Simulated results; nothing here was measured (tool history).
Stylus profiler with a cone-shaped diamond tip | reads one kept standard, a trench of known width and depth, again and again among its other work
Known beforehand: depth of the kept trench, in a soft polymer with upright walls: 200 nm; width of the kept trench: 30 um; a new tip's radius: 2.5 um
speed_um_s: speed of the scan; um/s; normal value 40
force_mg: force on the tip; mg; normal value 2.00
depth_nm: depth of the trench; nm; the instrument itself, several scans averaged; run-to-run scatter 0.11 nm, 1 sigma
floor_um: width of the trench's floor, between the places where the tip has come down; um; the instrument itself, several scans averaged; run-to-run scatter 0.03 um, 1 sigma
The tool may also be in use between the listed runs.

run     day  speed_um_s  force_mg  depth_nm  floor_um
  1   0.000          40      2.00    200.88     27.09
  2   2.396          40      2.00    200.89     27.04
  3   6.875          40      2.00    200.88     27.06
  4  10.142          40      2.00    200.75     27.07
  5  13.108          40      2.00    200.80     27.04
  6  16.208          40      2.00    200.95     26.98
  7  20.579          40      2.00    200.89     26.97
     25.325  -- height scale calibrated on a step standard
  8  25.325          38      1.26    201.40     26.83
  9  27.592          40      1.49    201.67     26.91
 10  32.817         119      2.10    202.03     26.54
 11  37.079         137      2.42    202.29     26.41
 12  40.171          86      1.11    201.44     26.52
 13  44.088          47      5.35    203.83     26.88

Forecast each of these 4 alternatives for the next run:
  A  47.412          27      0.88         ?         ?
  B  47.412          16      0.75         ?         ?
  C  47.412          16      1.28         ?         ?
  D  47.412          51      1.21         ?         ?

run  depth_nm  floor_um
  A    200.76     26.80
  B    200.86     26.95
  C    201.08     26.97
  D    201.20     26.70
Without the tool's hidden state the same runs would have given:
run  depth_nm  floor_um
  A    201.00     27.81
  B    201.10     27.96
  C    201.32     27.98
  D    201.44     27.71
